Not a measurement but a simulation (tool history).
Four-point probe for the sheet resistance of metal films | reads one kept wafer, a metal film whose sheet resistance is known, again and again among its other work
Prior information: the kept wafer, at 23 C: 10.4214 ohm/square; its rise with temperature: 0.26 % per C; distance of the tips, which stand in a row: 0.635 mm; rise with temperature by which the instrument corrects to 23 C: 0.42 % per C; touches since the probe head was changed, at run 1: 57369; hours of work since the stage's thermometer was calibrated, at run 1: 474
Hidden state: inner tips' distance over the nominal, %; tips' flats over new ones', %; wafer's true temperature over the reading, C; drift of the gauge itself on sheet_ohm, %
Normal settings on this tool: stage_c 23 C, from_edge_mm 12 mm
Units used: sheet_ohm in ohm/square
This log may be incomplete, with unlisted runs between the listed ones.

run   hour  stage_c  from_edge_mm  touches since the probe head was changed  hours of work since the stage's thermometer was calibrated  sheet_ohm
  1      0       23            12                                     57369                                                         474    10.4772
  2   16.3       23            12                                     58298                                                         486  10.477045
  3   31.7       23            12                                     59175                                                         497  10.478358
  4   43.1       23            12                                     59823                                                         506  10.477636
  5   55.9       23            12                                     60552                                                         515  10.478484
  6   77.7       23             4                                     61787                                                         530  10.604572
  7     98       23            12                                     62941                                                         545  10.479543
  8  108.5       27            12                                     63542                                                         553  10.414683
  9  133.6       34            12                                     64968                                                         571  10.301514
 10  157.2       34            12                                     66312                                                         588   10.30088
 11  176.2       23             7                                     67392                                                         601  10.515714
 12  200.4       23             7                                     68766                                                         619  10.515112
 13  212.8       35            28                                     69477                                                         628  10.275143
 14  234.8       30             3                                     70727                                                         644  10.596398
     237.5  -- stage's thermometer calibrated
 15  259.3       23             9                                     72093                                                          16  10.500969
 16  279.6       29            20                                     73247                                                          30  10.373935
     305.6  -- stage's thermometer calibrated, once more
 17  306.1       23            10                                     74727                                                           0  10.494305
 18  318.3       23            10                                     75421                                                           9  10.494959
 19  331.5       30            58                                     76168                                                          19  10.352609
 20  351.5       35            69                                     77309                                                          33    10.2791
 21  369.1       27             7                                     78309                                                          46  10.449691
 22  387.3       23            27                                     79342                                                          59   10.47715
 23  411.8       27            12                                     80738                                                          76  10.423959

Consider 4 possible next runs. They are alternatives, not a sequence: every one starts from the tool as it was left by run 23. What does each give?
  A  424.9       23             4                                     81484                                                          86          ?
  B  424.9       31            51                                     81484                                                          86          ?
  C  424.9       21            59                                     81484                                                          86          ?
  D  424.9       24            12                                     81484                                                          86          ?

run  sheet_ohm
  A  10.618469
  B  10.341445
  C   10.51045
  D  10.470567
Without the tool's hidden state the same runs would have given:
run  sheet_ohm
  A  10.563252
  B  10.287653
  C  10.455729
  D  10.416075
